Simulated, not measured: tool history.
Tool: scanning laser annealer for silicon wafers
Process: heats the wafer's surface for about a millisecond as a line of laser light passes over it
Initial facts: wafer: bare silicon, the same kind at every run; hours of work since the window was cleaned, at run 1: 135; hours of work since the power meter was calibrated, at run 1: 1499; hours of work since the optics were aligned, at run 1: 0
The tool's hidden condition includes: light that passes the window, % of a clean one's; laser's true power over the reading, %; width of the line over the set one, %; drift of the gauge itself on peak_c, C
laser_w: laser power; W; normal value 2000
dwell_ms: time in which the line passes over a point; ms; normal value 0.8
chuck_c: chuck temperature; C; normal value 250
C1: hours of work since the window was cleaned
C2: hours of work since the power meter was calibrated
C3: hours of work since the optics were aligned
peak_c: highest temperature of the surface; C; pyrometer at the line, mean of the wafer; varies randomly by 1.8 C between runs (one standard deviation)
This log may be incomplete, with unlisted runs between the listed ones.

run 1 hour=0 | laser_w=2000 dwell_ms=0.8 chuck_c=250 | C1=135 C2=1499 C3=0 | peak_c=1022
run 2 hour=38.4 | laser_w=1791 dwell_ms=0.8 chuck_c=250 | C1=163 C2=1526 C3=27 | peak_c=921
run 3 hour=86.7 | laser_w=1791 dwell_ms=0.8 chuck_c=250 | C1=197 C2=1561 C3=62 | peak_c=922
run 4 hour=138.3 | laser_w=1791 dwell_ms=0.8 chuck_c=250 | C1=234 C2=1597 C3=99 | peak_c=918
run 5 hour=198.4 | laser_w=1791 dwell_ms=0.8 chuck_c=250 | C1=277 C2=1640 C3=142 | peak_c=918
run 6 hour=262.5 | laser_w=2000 dwell_ms=0.8 chuck_c=250 | C1=323 C2=1686 C3=188 | peak_c=1012
run 7 hour=340.1 | laser_w=2000 dwell_ms=0.8 chuck_c=250 | C1=378 C2=1742 C3=243 | peak_c=1001
run 8 hour=402.9 | laser_w=2000 dwell_ms=0.8 chuck_c=250 | C1=423 C2=1787 C3=288 | peak_c=999
run 9 hour=472.9 | laser_w=2000 dwell_ms=0.8 chuck_c=250 | C1=473 C2=1837 C3=338 | peak_c=1002
run 10 hour=523.7 | laser_w=2000 dwell_ms=0.8 chuck_c=250 | C1=509 C2=1873 C3=374 | peak_c=997
run 11 hour=574.6 | laser_w=2000 dwell_ms=0.8 chuck_c=250 | C1=546 C2=1909 C3=411 | peak_c=996
run 12 hour=649.4 | laser_w=2000 dwell_ms=0.8 chuck_c=250 | C1=599 C2=1963 C3=464 | peak_c=990
run 13 hour=723.7 | laser_w=2000 dwell_ms=0.8 chuck_c=250 | C1=653 C2=2016 C3=517 | peak_c=989
run 14 hour=792.9 | laser_w=2000 dwell_ms=0.8 chuck_c=250 | C1=702 C2=2065 C3=567 | peak_c=987
run 15 hour=859.5 | laser_w=2000 dwell_ms=0.8 chuck_c=250 | C1=750 C2=2113 C3=615 | peak_c=984
run 16 hour=931.1 | laser_w=1706 dwell_ms=0.8 chuck_c=250 | C1=801 C2=2164 C3=666 | peak_c=854
run 17 hour=997.6 | laser_w=1706 dwell_ms=0.8 chuck_c=250 | C1=848 C2=2212 C3=713 | peak_c=848
run 18 hour=1053.1 | laser_w=2000 dwell_ms=0.8 chuck_c=250 | C1=888 C2=2252 C3=753 | peak_c=977
run 19 hour=1106.3 | laser_w=2000 dwell_ms=0.8 chuck_c=250 | C1=926 C2=2290 C3=791 | peak_c=973
-- hour=1141.9 optics aligned, line set to its width
run 20 hour=1145.5 | laser_w=2000 dwell_ms=0.8 chuck_c=250 | C1=950 C2=2314 C3=3 | peak_c=1000
-- hour=1182.2 window over the wafer cleaned
run 21 hour=1219.6 | laser_w=2000 dwell_ms=0.8 chuck_c=250 | C1=27 C2=2366 C3=54 | peak_c=1024
run 22 hour=1293 | laser_w=2073 dwell_ms=0.953 chuck_c=250 | C1=79 C2=2418 C3=107 | peak_c=1122
run 23 hour=1363.5 | laser_w=2073 dwell_ms=0.953 chuck_c=250 | C1=130 C2=2468 C3=157 | peak_c=1117
run 24 hour=1412.7 | laser_w=2073 dwell_ms=0.884 chuck_c=226 | C1=165 C2=2504 C3=192 | peak_c=1062
run 25 hour=1449.5 | laser_w=1997 dwell_ms=0.807 chuck_c=247 | C1=191 C2=2530 C3=218 | peak_c=1012
run 26 hour=1524.2 | laser_w=2113 dwell_ms=0.807 chuck_c=247 | C1=245 C2=2583 C3=272 | peak_c=1066
run 27 hour=1559 | laser_w=2113 dwell_ms=0.789 chuck_c=236 | C1=269 C2=2608 C3=297 | peak_c=1044
run 28 hour=1617.7 | laser_w=2000 dwell_ms=0.725 chuck_c=261 | C1=311 C2=2650 C3=339 | peak_c=987
run 29 hour=1659.4 | laser_w=2000 dwell_ms=0.725 chuck_c=261 | C1=341 C2=2680 C3=369 | peak_c=985
run 30 hour=1736.5 | laser_w=1961 dwell_ms=0.841 chuck_c=250 | C1=396 C2=2735 C3=424 | peak_c=1002
run 31 hour=1793.2 | laser_w=1961 dwell_ms=0.841 chuck_c=250 | C1=437 C2=2776 C3=464 | peak_c=995
run 32 hour=1825.6 | laser_w=2134 dwell_ms=0.86 chuck_c=213 | C1=460 C2=2799 C3=487 | peak_c=1047
run 33 hour=1901 | laser_w=2000 dwell_ms=0.971 chuck_c=250 | C1=514 C2=2853 C3=541 | peak_c=1059
run 34 hour=1976.5 | laser_w=2000 dwell_ms=0.971 chuck_c=250 | C1=568 C2=2907 C3=595 | peak_c=1058
run 35 hour=2051.1 | laser_w=2032 dwell_ms=0.8 chuck_c=245 | C1=621 C2=2960 C3=649 | peak_c=999
run 36 hour=2114.2 | laser_w=2032 dwell_ms=0.8 chuck_c=245 | C1=666 C2=3005 C3=694 | peak_c=999
run 37 hour=2160.4 | laser_w=2032 dwell_ms=0.581 chuck_c=216 | C1=699 C2=3038 C3=727 | peak_c=866
run 38 hour=2215.8 | laser_w=2032 dwell_ms=0.581 chuck_c=216 | C1=739 C2=3078 C3=766 | peak_c=863
run 39 hour=2264 | laser_w=2090 dwell_ms=0.8 chuck_c=250 | C1=773 C2=3112 C3=801 | peak_c=1018
-- hour=2286.1 optics aligned, line set to its width
run 40 hour=2324.9 | laser_w=2090 dwell_ms=0.8 chuck_c=250 | C1=813 C2=3152 C3=28 | peak_c=1046

Below are 3 alternative next runs, each starting from the tool's condition after run 40. Predict each:
run A hour=2365.9 | laser_w=2090 dwell_ms=0.8 chuck_c=223 | C1=843 C2=3182 C3=57 | peak_c=?
run B hour=2365.9 | laser_w=2003 dwell_ms=0.566 chuck_c=251 | C1=843 C2=3182 C3=57 | peak_c=?
run C hour=2365.9 | laser_w=2090 dwell_ms=0.8 chuck_c=247 | C1=843 C2=3182 C3=57 | peak_c=?

run=A peak_c=1015
run=B peak_c=899
run=C peak_c=1042
What these runs would have given with no unlogged condition in the tool:
run=A peak_c=1036
run=B peak_c=917
run=C peak_c=1064
